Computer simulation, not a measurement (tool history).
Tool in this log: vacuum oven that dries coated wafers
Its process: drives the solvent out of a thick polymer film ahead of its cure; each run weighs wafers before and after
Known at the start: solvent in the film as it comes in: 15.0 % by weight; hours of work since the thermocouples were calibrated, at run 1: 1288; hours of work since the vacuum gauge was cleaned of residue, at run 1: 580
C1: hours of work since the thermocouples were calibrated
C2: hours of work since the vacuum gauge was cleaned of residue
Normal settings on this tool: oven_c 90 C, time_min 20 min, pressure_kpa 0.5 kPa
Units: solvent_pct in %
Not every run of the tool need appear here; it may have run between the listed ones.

run 1 day=0 | oven_c=90 time_min=20 pressure_kpa=0.5 | C1=1288 C2=580 | solvent_pct=1.74
run 2 day=2.883 | oven_c=90 time_min=11 pressure_kpa=0.5 | C1=1335 C2=627 | solvent_pct=3.94
run 3 day=5.35 | oven_c=90 time_min=11 pressure_kpa=0.5 | C1=1375 C2=667 | solvent_pct=3.98
run 4 day=9.038 | oven_c=90 time_min=11 pressure_kpa=0.5 | C1=1435 C2=727 | solvent_pct=3.97
run 5 day=11.217 | oven_c=104 time_min=20 pressure_kpa=0.5 | C1=1471 C2=763 | solvent_pct=0.3
run 6 day=13.3 | oven_c=90 time_min=20 pressure_kpa=0.5 | C1=1505 C2=797 | solvent_pct=1.82
run 7 day=17.121 | oven_c=90 time_min=20 pressure_kpa=0.5 | C1=1567 C2=859 | solvent_pct=1.82
run 8 day=19.05 | oven_c=90 time_min=20 pressure_kpa=0.347 | C1=1598 C2=891 | solvent_pct=1.67
run 9 day=20.662 | oven_c=89 time_min=20 pressure_kpa=0.5 | C1=1625 C2=917 | solvent_pct=1.94
-- day=21.946 oven's thermocouples calibrated
run 10 day=22.796 | oven_c=89 time_min=20 pressure_kpa=0.5 | C1=14 C2=950 | solvent_pct=2.34
run 11 day=25.462 | oven_c=90 time_min=16 pressure_kpa=0.5 | C1=57 C2=994 | solvent_pct=2.9
run 12 day=27.888 | oven_c=93 time_min=14 pressure_kpa=0.317 | C1=97 C2=1033 | solvent_pct=2.63
run 13 day=29.779 | oven_c=99 time_min=14 pressure_kpa=1.322 | C1=128 C2=1064 | solvent_pct=1.91
run 14 day=32.462 | oven_c=84 time_min=11 pressure_kpa=0.631 | C1=171 C2=1108 | solvent_pct=6.05
-- day=33.917 vacuum gauge cleaned of residue and calibrated
run 15 day=35.292 | oven_c=81 time_min=20 pressure_kpa=1.856 | C1=216 C2=22 | solvent_pct=4.88
run 16 day=38.217 | oven_c=95 time_min=26 pressure_kpa=0.5 | C1=264 C2=70 | solvent_pct=0.61
run 17 day=40.646 | oven_c=95 time_min=26 pressure_kpa=0.5 | C1=304 C2=110 | solvent_pct=0.61
run 18 day=43.179 | oven_c=96 time_min=28 pressure_kpa=0.5 | C1=345 C2=151 | solvent_pct=0.5
run 19 day=45.708 | oven_c=76 time_min=15 pressure_kpa=1.449 | C1=386 C2=192 | solvent_pct=7.22
run 20 day=48.838 | oven_c=103 time_min=26 pressure_kpa=0.943 | C1=437 C2=243 | solvent_pct=0.39
run 21 day=52.317 | oven_c=90 time_min=30 pressure_kpa=0.5 | C1=494 C2=300 | solvent_pct=0.9

Each row is a separate what-if for the run after 21, all from the same tool condition, not one after another. Results?
run A day=55.362 | oven_c=79 time_min=30 pressure_kpa=0.305 | C1=543 C2=349 | solvent_pct=?
run B day=55.362 | oven_c=90 time_min=18 pressure_kpa=0.276 | C1=543 C2=349 | solvent_pct=?
run C day=55.362 | oven_c=97 time_min=14 pressure_kpa=0.5 | C1=543 C2=349 | solvent_pct=?
run D day=55.362 | oven_c=91 time_min=27 pressure_kpa=0.5 | C1=543 C2=349 | solvent_pct=?
run E day=55.362 | oven_c=90 time_min=18 pressure_kpa=0.5 | C1=543 C2=349 | solvent_pct=?

run=A solvent_pct=2.75
run=B solvent_pct=2.05
run=C solvent_pct=1.61
run=D solvent_pct=0.92
run=E solvent_pct=2.17
With the hidden condition removed and each run's random variation left untouched, the same runs would have given:
run=A solvent_pct=2.97
run=B solvent_pct=2.25
run=C solvent_pct=1.78
run=D solvent_pct=1
run=E solvent_pct=2.37

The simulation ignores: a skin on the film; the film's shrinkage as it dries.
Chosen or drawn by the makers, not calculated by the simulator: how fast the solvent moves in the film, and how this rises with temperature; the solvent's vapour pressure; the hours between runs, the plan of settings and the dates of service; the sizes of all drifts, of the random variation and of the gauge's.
